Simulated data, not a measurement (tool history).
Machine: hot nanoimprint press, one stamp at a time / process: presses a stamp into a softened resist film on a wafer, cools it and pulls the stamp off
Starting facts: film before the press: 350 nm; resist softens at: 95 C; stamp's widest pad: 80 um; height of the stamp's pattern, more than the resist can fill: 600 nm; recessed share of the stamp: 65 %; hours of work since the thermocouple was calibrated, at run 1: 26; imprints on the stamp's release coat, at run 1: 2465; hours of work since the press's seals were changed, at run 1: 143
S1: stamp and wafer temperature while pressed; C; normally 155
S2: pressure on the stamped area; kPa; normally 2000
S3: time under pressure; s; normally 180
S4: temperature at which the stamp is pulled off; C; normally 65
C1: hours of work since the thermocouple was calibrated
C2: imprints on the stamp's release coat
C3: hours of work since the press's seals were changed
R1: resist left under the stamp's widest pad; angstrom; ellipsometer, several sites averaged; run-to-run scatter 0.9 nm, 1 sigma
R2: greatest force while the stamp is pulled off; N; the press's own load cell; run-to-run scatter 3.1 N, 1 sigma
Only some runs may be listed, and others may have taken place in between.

run 1 hour=0.0 | S1=155 S2=2000 S3=180 S4=65 | C1=26 C2=2465 C3=143 | R1=1258 R2=213
-- hour=21.1 stamp cleaned and given a new release coat
run 2 hour=36.9 | S1=155 S2=2000 S3=180 S4=65 | C1=39 C2=35 C3=156 | R1=1237 R2=148
run 3 hour=67.3 | S1=155 S2=2000 S3=180 S4=65 | C1=51 C2=103 C3=168 | R1=1256 R2=156
run 4 hour=84.1 | S1=155 S2=2000 S3=180 S4=65 | C1=58 C2=141 C3=175 | R1=1241 R2=153
run 5 hour=106.5 | S1=155 S2=2000 S3=180 S4=65 | C1=68 C2=191 C3=185 | R1=1232 R2=153
run 6 hour=130.6 | S1=155 S2=2000 S3=180 S4=65 | C1=78 C2=245 C3=195 | R1=1236 R2=153
run 7 hour=152.9 | S1=155 S2=2000 S3=180 S4=61 | C1=87 C2=294 C3=204 | R1=1225 R2=168
run 8 hour=183.1 | S1=155 S2=1780 S3=180 S4=61 | C1=100 C2=362 C3=216 | R1=1321 R2=165
run 9 hour=204.9 | S1=144 S2=1440 S3=180 S4=65 | C1=109 C2=411 C3=225 | R1=2248 R2=162
run 10 hour=225.0 | S1=144 S2=1440 S3=180 S4=65 | C1=117 C2=455 C3=234 | R1=2224 R2=157
run 11 hour=250.8 | S1=163 S2=2210 S3=177 S4=56 | C1=128 C2=513 C3=244 | R1=855 R2=172

Alternative continuations, all from the tool just after run 11; predict every row:
run A hour=279.6 | S1=166 S2=2210 S3=207 S4=56 | C1=140 C2=577 C3=256 | R1=? R2=?
run B hour=279.6 | S1=157 S2=2210 S3=177 S4=56 | C1=140 C2=577 C3=256 | R1=? R2=?
run C hour=279.6 | S1=165 S2=2210 S3=126 S4=56 | C1=140 C2=577 C3=256 | R1=? R2=?

run=A R1=735 R2=173
run=B R1=1083 R2=180
run=C R1=901 R2=188
Stripped of hidden state, with their random variation kept, the same runs would have yielded:
run=A R1=742 R2=158
run=B R1=1094 R2=164
run=C R1=909 R2=172
